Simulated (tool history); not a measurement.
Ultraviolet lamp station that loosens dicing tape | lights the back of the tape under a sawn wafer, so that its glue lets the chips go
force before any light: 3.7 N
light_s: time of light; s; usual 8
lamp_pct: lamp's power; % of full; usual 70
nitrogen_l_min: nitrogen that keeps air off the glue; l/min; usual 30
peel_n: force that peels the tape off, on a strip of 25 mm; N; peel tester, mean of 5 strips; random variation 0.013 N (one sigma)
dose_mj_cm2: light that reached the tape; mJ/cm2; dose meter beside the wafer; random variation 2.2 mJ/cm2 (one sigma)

run   hour  light_s  lamp_pct  nitrogen_l_min  peel_n  dose_mj_cm2
  1    0.0        8        70              30   0.670          167
  2   14.5        8        70              30   0.672          168
  3   31.1        5        70              30   1.239          107
  4   50.0        5        70              30   1.223          104
  5   60.9        5        70              30   1.212          105
  6   72.9        5        70              30   1.274          104
  7   86.6        5        70              30   1.228          104
  8   97.7        5        70              30   1.248          101
  9  108.8        5        70              30   1.254          106
 10  127.8        5        70              30   1.246          105
 11  146.1        5        70              30   1.231          104
 12  159.0        5        70              19   1.472          105
 13  172.0        8        92              30   0.476          215
 14  187.4        8        92              30   0.485          214
 15  198.5        8        70              14   1.026          160
 16  211.2        8        70              14   1.085          164
 17  222.5        8        70              14   1.064          166
 18  239.4        8        70              40   0.649          161
 19  251.9        8        70              40   0.604          160
 20  264.6        8        70              40   0.653          160
 21  278.3        8        70              40   0.647          156
 22  287.0        5        70              15   1.601          103
 23  301.5       12        92              18   0.349          319
 24  320.5        8        70              16   1.040          157
 25  331.5        8        98              12   0.796          223
 26  347.0        4        70              26   1.682           80
 27  363.7        5        83              20   1.335          116
 28  376.6        5        83              20   1.296          116
 29  385.1        8        89              18   0.715          200
 30  394.3        8        89              18   0.712          198
 31  412.3       13        66              30   0.414          235
 32  420.8       13        66              54   0.317          236
 33  438.3       13        66              54   0.322          237
 34  450.1       13        66              54   0.308          235
 35  467.4       13        79              45   0.273          282
     469.2  -- window cleaned of glue's vapour
 36  481.4        8        89              11   0.822          216
 37  490.4        9        70              20   0.760          193
 38  508.6        8        80              30   0.567          186
 39  527.8        8        80              30   0.564          187
 40  540.1        9        82              17   0.664          219
 41  548.0       10        60              30   0.639          179
 42  557.5        8        70              30   0.711          166

Hidden state or all else? Some run-to-run changes of peel_n, split into what the settings, what came in and random variation would give without the hidden state, and what is left for the hidden state (with any gauge scatter that isn't in both results):
The hidden state here: lamp's light, % of a new lamp's; light that the window lets through, % of a clean one's; drift of the gauge itself on peel_n, %; drift of the gauge itself on dose_mj_cm2, %.
Run 12 -> 13: light_s 5 -> 8, lamp_pct 70 -> 92, nitrogen_l_min 19 -> 30. peel_n -0.996 N: hidden state -0.072, all else -0.924.
Run 21 -> 22: light_s 8 -> 5, nitrogen_l_min 40 -> 15. peel_n +0.954 N: hidden state +0.057, all else +0.897.
Run 22 -> 23: light_s 5 -> 12, lamp_pct 70 -> 92, nitrogen_l_min 15 -> 18. peel_n -1.252 N: hidden state -0.118, all else -1.134.
Run 23 -> 24: light_s 12 -> 8, lamp_pct 92 -> 70, nitrogen_l_min 18 -> 16. peel_n +0.691 N: hidden state +0.116, all else +0.575.

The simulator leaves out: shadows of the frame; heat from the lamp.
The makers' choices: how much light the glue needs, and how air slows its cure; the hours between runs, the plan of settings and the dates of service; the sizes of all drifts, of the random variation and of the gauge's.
